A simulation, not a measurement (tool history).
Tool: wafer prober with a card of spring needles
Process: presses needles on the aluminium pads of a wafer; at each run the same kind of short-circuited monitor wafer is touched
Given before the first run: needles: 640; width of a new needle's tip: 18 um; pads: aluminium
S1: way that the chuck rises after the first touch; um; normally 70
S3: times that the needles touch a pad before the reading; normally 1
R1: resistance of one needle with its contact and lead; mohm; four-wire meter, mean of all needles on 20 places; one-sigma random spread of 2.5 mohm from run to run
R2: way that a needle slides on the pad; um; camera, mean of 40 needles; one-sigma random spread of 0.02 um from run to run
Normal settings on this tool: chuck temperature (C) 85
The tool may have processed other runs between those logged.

Run 1, hour 0.0: usual settings. Result: R1 298 mohm, R2 17.15 um.
At hour 8.5: tips cleaned on abrasive film.
At hour 19.0: tips cleaned on abrasive film.
At hour 27.4: tips cleaned on abrasive film.
At hour 38.0: tips cleaned on abrasive film.
At hour 48.5: tips cleaned on abrasive film.
At hour 59.1: tips cleaned on abrasive film.
Run 2, hour 61.3: usual settings. Result: R1 318 mohm, R2 17.04 um.
At hour 67.7: tips cleaned on abrasive film.
At hour 78.2: tips cleaned on abrasive film.
At hour 88.8: tips cleaned on abrasive film.
At hour 99.3: tips cleaned on abrasive film.
At hour 107.7: tips cleaned on abrasive film.
At hour 118.3: tips cleaned on abrasive film.
At hour 128.8: tips cleaned on abrasive film.
At hour 139.4: tips cleaned on abrasive film.
At hour 149.9: tips cleaned on abrasive film.
Run 3, hour 155.6: usual settings. Result: R1 356 mohm, R2 16.97 um.
At hour 159.9: tips cleaned on abrasive film.
At hour 170.4: tips cleaned on abrasive film.
At hour 181.0: tips cleaned on abrasive film.
At hour 191.5: tips cleaned on abrasive film.
Run 4, hour 198.4: usual settings. Result: R1 359 mohm, R2 16.93 um.
At hour 200.6: tips cleaned on abrasive film.
At hour 209.1: tips cleaned on abrasive film.
At hour 219.6: tips cleaned on abrasive film.
At hour 222.0: height of the first contact set anew.
At hour 230.5: tips cleaned on abrasive film.
At hour 238.9: tips cleaned on abrasive film.
At hour 249.4: tips cleaned on abrasive film.
At hour 260.0: tips cleaned on abrasive film.
Run 5, hour 263.9: usual settings. Result: R1 349 mohm, R2 16.66 um.
At hour 270.3: tips cleaned on abrasive film.
At hour 280.9: tips cleaned on abrasive film.
At hour 291.4: tips cleaned on abrasive film.
At hour 301.9: tips cleaned on abrasive film.
At hour 312.5: tips cleaned on abrasive film.
At hour 323.0: tips cleaned on abrasive film.
At hour 333.5: tips cleaned on abrasive film.
At hour 344.1: tips cleaned on abrasive film.
At hour 354.6: tips cleaned on abrasive film.
At hour 364.5: tips cleaned on abrasive film.
Run 6, hour 364.5: usual settings. Result: R1 297 mohm, R2 16.57 um.
At hour 375.0: tips cleaned on abrasive film.
At hour 385.6: tips cleaned on abrasive film.
At hour 396.1: tips cleaned on abrasive film.
At hour 406.6: tips cleaned on abrasive film.
At hour 417.2: tips cleaned on abrasive film.
At hour 425.6: tips cleaned on abrasive film.
At hour 436.2: tips cleaned on abrasive film.
Run 7, hour 439.5: usual settings. Result: R1 341 mohm, R2 16.48 um.
At hour 445.9: tips cleaned on abrasive film.
At hour 456.4: tips cleaned on abrasive film.
At hour 466.9: tips cleaned on abrasive film.
At hour 477.5: tips cleaned on abrasive film.
At hour 488.0: tips cleaned on abrasive film.
At hour 498.6: tips cleaned on abrasive film.
At hour 507.7: tips cleaned on abrasive film.
At hour 519.7: card fitted with new needles.
Run 8, hour 519.7: usual settings. Result: R1 288 mohm, R2 17.29 um.
At hour 530.3: tips cleaned on abrasive film.
At hour 540.8: tips cleaned on abrasive film.
At hour 549.2: tips cleaned on abrasive film.
At hour 559.8: tips cleaned on abrasive film.
At hour 568.2: tips cleaned on abrasive film.
At hour 578.8: tips cleaned on abrasive film.
At hour 589.3: tips cleaned on abrasive film.
Run 9, hour 589.3: usual settings. Result: R1 296 mohm, R2 17.19 um.
At hour 599.8: tips cleaned on abrasive film.
At hour 608.3: tips cleaned on abrasive film.
At hour 618.8: tips cleaned on abrasive film.
At hour 629.4: tips cleaned on abrasive film.
At hour 637.8: tips cleaned on abrasive film.
At hour 648.4: tips cleaned on abrasive film.
Run 10, hour 654.0: usual settings but S3 2. Result: R1 316 mohm, R2 17.16 um.
At hour 658.2: tips cleaned on abrasive film.
At hour 668.8: tips cleaned on abrasive film.
At hour 679.3: tips cleaned on abrasive film.
At hour 689.9: tips cleaned on abrasive film.
At hour 700.4: tips cleaned on abrasive film.
At hour 710.9: tips cleaned on abrasive film.
At hour 720.1: tips cleaned on abrasive film.
Run 11, hour 720.1: usual settings but chuck temperature (C) 47, S3 2. Result: R1 278 mohm, R2 17.07 um.
At hour 730.6: tips cleaned on abrasive film.
At hour 741.2: tips cleaned on abrasive film.
At hour 751.7: tips cleaned on abrasive film.
At hour 762.3: tips cleaned on abrasive film.
Run 12, hour 763.0: usual settings but chuck temperature (C) 86, S3 2. Result: R1 295 mohm, R2 17.06 um.
At hour 771.5: tips cleaned on abrasive film.
At hour 779.9: tips cleaned on abrasive film.
At hour 790.5: tips cleaned on abrasive film.
At hour 798.9: tips cleaned on abrasive film.
At hour 809.4: tips cleaned on abrasive film.
At hour 820.0: tips cleaned on abrasive film.
At hour 826.5: height of the first contact set anew, once more.
At hour 828.7: tips cleaned on abrasive film.
At hour 839.3: tips cleaned on abrasive film.
Run 13, hour 844.3: usual settings but chuck temperature (C) 86, S3 2. Result: R1 317 mohm, R2 17.24 um.
At hour 848.6: tips cleaned on abrasive film.
At hour 859.1: tips cleaned on abrasive film.
At hour 869.7: tips cleaned on abrasive film.
At hour 878.1: tips cleaned on abrasive film.
At hour 888.7: tips cleaned on abrasive film.
Run 14, hour 889.8: usual settings but S1 77 um, chuck temperature (C) 81. Result: R1 302 mohm, R2 18.96 um.
At hour 898.2: tips cleaned on abrasive film.
At hour 906.7: tips cleaned on abrasive film.
At hour 917.2: tips cleaned on abrasive film.
At hour 927.7: tips cleaned on abrasive film.
At hour 936.2: tips cleaned on abrasive film.
Run 15, hour 942.1: usual settings but S1 82 um, chuck temperature (C) 103. Result: R1 330 mohm, R2 20.17 um.
At hour 946.3: tips cleaned on abrasive film.
At hour 954.8: tips cleaned on abrasive film.
At hour 965.3: tips cleaned on abrasive film.
At hour 975.9: tips cleaned on abrasive film.
At hour 986.4: tips cleaned on abrasive film.
At hour 994.9: tips cleaned on abrasive film.
At hour 1005.4: tips cleaned on abrasive film.
At hour 1015.9: tips cleaned on abrasive film.
Run 16, hour 1017.1: usual settings but chuck temperature (C) 83. Result: R1 312 mohm, R2 17.10 um.
At hour 1025.5: tips cleaned on abrasive film.
At hour 1036.1: tips cleaned on abrasive film.
At hour 1046.6: tips cleaned on abrasive film.
At hour 1057.1: tips cleaned on abrasive film.
At hour 1065.6: tips cleaned on abrasive film.
At hour 1074.9: tips cleaned on abrasive film.
Run 17, hour 1074.9: usual settings but S1 79 um, chuck temperature (C) 27, S3 2. Result: R1 271 mohm, R2 19.25 um.
At hour 1085.4: tips cleaned on abrasive film.
At hour 1096.0: tips cleaned on abrasive film.
At hour 1106.5: tips cleaned on abrasive film.
At hour 1117.1: tips cleaned on abrasive film.
At hour 1127.6: tips cleaned on abrasive film.
At hour 1138.1: tips cleaned on abrasive film.
At hour 1148.7: tips cleaned on abrasive film.
At hour 1159.2: tips cleaned on abrasive film.
At hour 1167.7: tips cleaned on abrasive film.
At hour 1178.2: tips cleaned on abrasive film.
Run 18, hour 1179.0: usual settings but S1 79 um, chuck temperature (C) 27, S3 2. Result: R1 272 mohm, R2 19.14 um.
At hour 1187.5: tips cleaned on abrasive film.
At hour 1198.0: tips cleaned on abrasive film.
At hour 1206.6: height of the first contact set anew.
At hour 1208.8: tips cleaned on abrasive film.
At hour 1219.4: tips cleaned on abrasive film.
At hour 1229.9: tips cleaned on abrasive film.
At hour 1240.4: tips cleaned on abrasive film.
Run 19, hour 1247.0: usual settings but S1 74 um. Result: R1 345 mohm, R2 18.23 um.
At hour 1249.2: tips cleaned on abrasive film.
At hour 1259.7: tips cleaned on abrasive film.
At hour 1268.1: tips cleaned on abrasive film.
At hour 1278.7: tips cleaned on abrasive film.
At hour 1289.2: tips cleaned on abrasive film.
At hour 1299.8: tips cleaned on abrasive film.
At hour 1310.3: tips cleaned on abrasive film.
At hour 1320.8: tips cleaned on abrasive film.
Run 20, hour 1326.4: usual settings but chuck temperature (C) 100, S3 2. Result: R1 327 mohm, R2 17.21 um.
At hour 1330.7: tips cleaned on abrasive film.
At hour 1341.3: tips cleaned on abrasive film.
At hour 1351.8: tips cleaned on abrasive film.
At hour 1362.3: tips cleaned on abrasive film.
At hour 1372.9: tips cleaned on abrasive film.
At hour 1381.3: tips cleaned on abrasive film.
Run 21, hour 1381.9: usual settings but S1 54 um, chuck temperature (C) 96. Result: R1 314 mohm, R2 13.18 um.

Table of differences, measured result less the result of that run with no hidden state. Run-to-run variation is the same in both. Gauge scatter possibly is not:
The tool's hidden condition here consists of: debris on the tips, nm; way that the needles fall short of the set height, um; tips' diameter, um; drift of the gauge itself on contact_mohm, %; drift of the gauge itself on scrub_um, %.
run   R1     R2
  1  +12  -0.16
  2  +34  -0.23
  3  +68  -0.34
  4  +76  -0.37
  5  +59  -0.64
  6  +10  -0.75
  7  +56  -0.82
  8   +0  +0.00
  9   +8  -0.09
 10  +29  -0.15
 11   +5  -0.21
 12   +9  -0.25
 13  +29  -0.03
 14  +19  -0.08
 15  +44  -0.13
 16  +23  -0.21
 17   +3  -0.28
 18   +9  -0.39
 19  +59  -0.04
 20  +36  -0.11
 21  +19  -0.18
